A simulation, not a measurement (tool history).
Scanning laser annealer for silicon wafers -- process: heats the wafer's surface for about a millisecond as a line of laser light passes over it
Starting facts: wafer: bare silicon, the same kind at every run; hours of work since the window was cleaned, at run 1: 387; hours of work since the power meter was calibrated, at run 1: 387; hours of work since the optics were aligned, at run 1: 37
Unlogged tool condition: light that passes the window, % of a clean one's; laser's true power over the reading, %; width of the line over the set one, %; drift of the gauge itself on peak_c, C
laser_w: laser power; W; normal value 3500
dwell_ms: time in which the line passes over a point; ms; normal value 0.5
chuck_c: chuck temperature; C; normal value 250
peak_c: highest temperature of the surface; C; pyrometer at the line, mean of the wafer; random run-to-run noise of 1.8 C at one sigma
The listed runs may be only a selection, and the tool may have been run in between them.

| run | hour | laser_w | dwell_ms | chuck_c | hours of work since the window was cleaned | hours of work since the power meter was calibrated | hours of work since the optics were aligned | peak_c |
|---|---|---|---|---|---|---|---|---|
| 1 | 0 | 3500 | 0.5 | 250 | 387 | 387 | 37 | 985 |
| 2 | 10.2 | 3500 | 0.497 | 250 | 395 | 395 | 45 | 982 |
| 3 | 23 | 3500 | 0.497 | 250 | 405 | 405 | 55 | 983 |
| 4 | 34.5 | 3500 | 0.497 | 250 | 413 | 413 | 64 | 985 |
| 5 | 46.9 | 3500 | 0.5 | 287 | 423 | 423 | 73 | 1023 |
| 6 | 55.1 | 3500 | 0.5 | 287 | 429 | 429 | 79 | 1020 |
| 7 | 67.6 | 3500 | 0.513 | 250 | 439 | 439 | 89 | 993 |
| 8 | 81.1 | 3500 | 0.513 | 250 | 449 | 449 | 99 | 993 |
| 9 | 90.2 | 3500 | 0.5 | 250 | 456 | 456 | 106 | 984 |
| 10 | 101.8 | 3500 | 0.5 | 250 | 465 | 465 | 115 | 982 |
| 11 | 108 | 3500 | 0.592 | 250 | 469 | 469 | 119 | 1049 |
| 12 | 120.5 | 3500 | 0.592 | 250 | 479 | 479 | 129 | 1049 |
| 13 | 127 | 3500 | 0.5 | 250 | 484 | 484 | 134 | 984 |
|  | 132.7 | optics aligned, line set to its width |
| 14 | 138.4 | 3500 | 0.5 | 270 | 489 | 489 | 4 | 1002 |
| 15 | 151.1 | 3500 | 0.5 | 270 | 498 | 498 | 14 | 1003 |
| 16 | 160.3 | 3500 | 0.5 | 270 | 505 | 505 | 21 | 1001 |
| 17 | 167.2 | 3500 | 0.5 | 270 | 510 | 510 | 26 | 1002 |
| 18 | 177.5 | 3500 | 0.5 | 270 | 518 | 518 | 34 | 1001 |
| 19 | 186.1 | 3500 | 0.5 | 250 | 525 | 525 | 41 | 980 |
| 20 | 196.8 | 3500 | 0.5 | 250 | 533 | 533 | 49 | 981 |
|  | 206.9 | optics aligned, line set to its width, once more |
| 21 | 208.8 | 3500 | 0.437 | 250 | 538 | 538 | 2 | 934 |
| 22 | 217.4 | 3500 | 0.437 | 237 | 545 | 545 | 8 | 921 |
| 23 | 227.9 | 3500 | 0.437 | 237 | 553 | 553 | 16 | 919 |
| 24 | 238.4 | 3712 | 0.487 | 250 | 561 | 561 | 24 | 1013 |
| 25 | 250.4 | 3266 | 0.426 | 249 | 570 | 570 | 33 | 874 |
| 26 | 256.7 | 3266 | 0.51 | 259 | 575 | 575 | 38 | 948 |
| 27 | 262.4 | 3266 | 0.51 | 259 | 579 | 579 | 42 | 950 |
| 28 | 275.9 | 3266 | 0.51 | 259 | 589 | 589 | 52 | 946 |
| 29 | 287.2 | 3266 | 0.51 | 259 | 598 | 598 | 61 | 946 |
| 30 | 296.9 | 3266 | 0.51 | 259 | 605 | 605 | 68 | 949 |
| 31 | 308.4 | 3211 | 0.388 | 264 | 614 | 614 | 77 | 850 |
| 32 | 316.6 | 3621 | 0.461 | 232 | 620 | 620 | 83 | 954 |
| 33 | 326.4 | 3480 | 0.453 | 227 | 627 | 627 | 91 | 917 |
| 34 | 339.8 | 3500 | 0.353 | 266 | 638 | 638 | 101 | 873 |
| 35 | 349.9 | 3500 | 0.353 | 266 | 645 | 645 | 109 | 871 |
| 36 | 361.2 | 3128 | 0.5 | 250 | 654 | 654 | 117 | 900 |
| 37 | 368.3 | 3128 | 0.417 | 280 | 659 | 659 | 123 | 870 |
| 38 | 379.4 | 3847 | 0.5 | 250 | 668 | 668 | 131 | 1045 |
| 39 | 391.1 | 3326 | 0.5 | 242 | 677 | 677 | 140 | 933 |
| 40 | 399.3 | 3326 | 0.5 | 242 | 683 | 683 | 146 | 929 |
| 41 | 407.7 | 3069 | 0.498 | 230 | 689 | 689 | 152 | 867 |

Forecast each of these 3 alternatives for the next run:
| A | 414.6 | 3376 | 0.55 | 289 | 694 | 694 | 158 | ? |
| B | 414.6 | 2989 | 0.455 | 221 | 694 | 694 | 158 | ? |
| C | 414.6 | 3547 | 0.5 | 227 | 694 | 694 | 158 | ? |

| run | peak_c |
|---|---|
| A | 1029 |
| B | 812 |
| C | 963 |
Without the tool's unlogged condition, the same runs would have read:
| run | peak_c |
|---|---|
| A | 1052 |
| B | 831 |
| C | 986 |
